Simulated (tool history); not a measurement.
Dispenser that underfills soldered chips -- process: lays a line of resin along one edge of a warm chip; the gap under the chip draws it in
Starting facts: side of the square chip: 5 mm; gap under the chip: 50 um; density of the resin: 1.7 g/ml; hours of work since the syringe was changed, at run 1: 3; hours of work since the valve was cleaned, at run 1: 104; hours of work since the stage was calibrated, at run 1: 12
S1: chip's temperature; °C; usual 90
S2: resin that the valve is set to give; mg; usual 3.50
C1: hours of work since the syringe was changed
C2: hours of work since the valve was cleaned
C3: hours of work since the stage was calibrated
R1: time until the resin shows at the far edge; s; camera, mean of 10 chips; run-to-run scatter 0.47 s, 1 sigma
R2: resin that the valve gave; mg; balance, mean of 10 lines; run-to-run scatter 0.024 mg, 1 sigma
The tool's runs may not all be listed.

run   hour   S1    S2  C1   C2   C3    R1    R2
  1    0.0   90  3.50   3  104   12  39.9  3.16
  2    5.4   90  3.50   6  107   15  43.9  3.20
  3    9.8   82  3.50   9  110   18  67.1  3.14
      15.0  -- new syringe of resin
  4   15.0   90  3.50   0  113   21  35.7  3.14
  5   18.6   90  3.55   2  115   23  38.2  3.18
  6   22.0   90  3.55   4  117   25  40.8  3.19
      28.3  -- dispensing valve cleaned and set on the balance
  7   28.9   90  3.55   8    0   29  46.5  3.57
  8   32.6   90  3.55  11    3   31  49.8  3.53
      35.4  -- new syringe of resin
  9   38.7   78  3.50   2    6   35  63.5  3.54
 10   42.9   79  3.50   5    9   38  66.2  3.50
 11   49.7   79  3.50   9   13   42  74.5  3.52
      54.9  -- new syringe of resin
 12   55.8   79  3.50   1   17   46  58.9  3.44
 13   62.1   79  3.50   5   21   50  66.3  3.46
 14   68.4   79  3.50   9   25   54  77.8  3.43
      74.0  -- new syringe of resin
 15   74.8   90  3.50   0   29   57  35.6  3.41
 16   79.5   90  3.50   3   32   60  39.2  3.41
 17   85.7   90  3.50   7   36   64  43.1  3.41
 18   92.2   90  3.50  12   40   68  50.7  3.41
      93.1  -- new syringe of resin
 19   98.3   87  3.36   3   43   72  44.4  3.25
 20  103.7   87  3.36   7   47   75  48.7  3.21
 21  107.1   89  3.59   9   49   78  48.2  3.40
     112.6  -- new syringe of resin
 22  114.0   84  3.53   1   53   82  47.2  3.40
 23  118.1  100  3.97   3   56   84  27.3  3.81
 24  121.8  100  3.97   6   58   87  27.8  3.75
 25  126.9   79  3.97   9   61   90  73.9  3.79
 26  129.8   79  3.97  11   63   92  80.3  3.79
     132.0  -- new syringe of resin
 27  134.6   79  3.97   2   66   95  57.2  3.75
 28  140.9   79  3.97   6   70   99  67.0  3.74
 29  146.9   94  4.27   9   74  102  39.3  4.01
     151.3  -- new syringe of resin
 30  153.9   98  3.97   2   78  106  26.5  3.73
 31  159.2   95  3.57   5   81  110  34.4  3.35
 32  163.8   79  3.67   8   84  113  72.6  3.46
     170.5  -- new syringe of resin
 33  170.5   76  4.25   0   88  117  61.7  3.98
 34  177.2   78  4.27   4   92  121  64.6  3.92
 35  182.3   97  3.08   7   96  124  34.4  2.84

Alternative continuations, all from the tool just after run 35; predict every row:
  A  186.5  90  4.45  10  98  127   ?   ?
  B  186.5  78  4.00  10  98  127   ?   ?
  C  186.5  92  3.39  10  98  127   ?   ?
  D  186.5  77  3.79  10  98  127   ?   ?

run    R1    R2
  A  46.9  4.09
  B  78.3  3.69
  C  45.2  3.13
  D  81.7  3.48
With the hidden condition removed and each run's random variation left untouched, the same runs would have given:
run    R1    R2
  A  35.2  4.44
  B  58.7  4.00
  C  33.6  3.39
  D  61.2  3.77

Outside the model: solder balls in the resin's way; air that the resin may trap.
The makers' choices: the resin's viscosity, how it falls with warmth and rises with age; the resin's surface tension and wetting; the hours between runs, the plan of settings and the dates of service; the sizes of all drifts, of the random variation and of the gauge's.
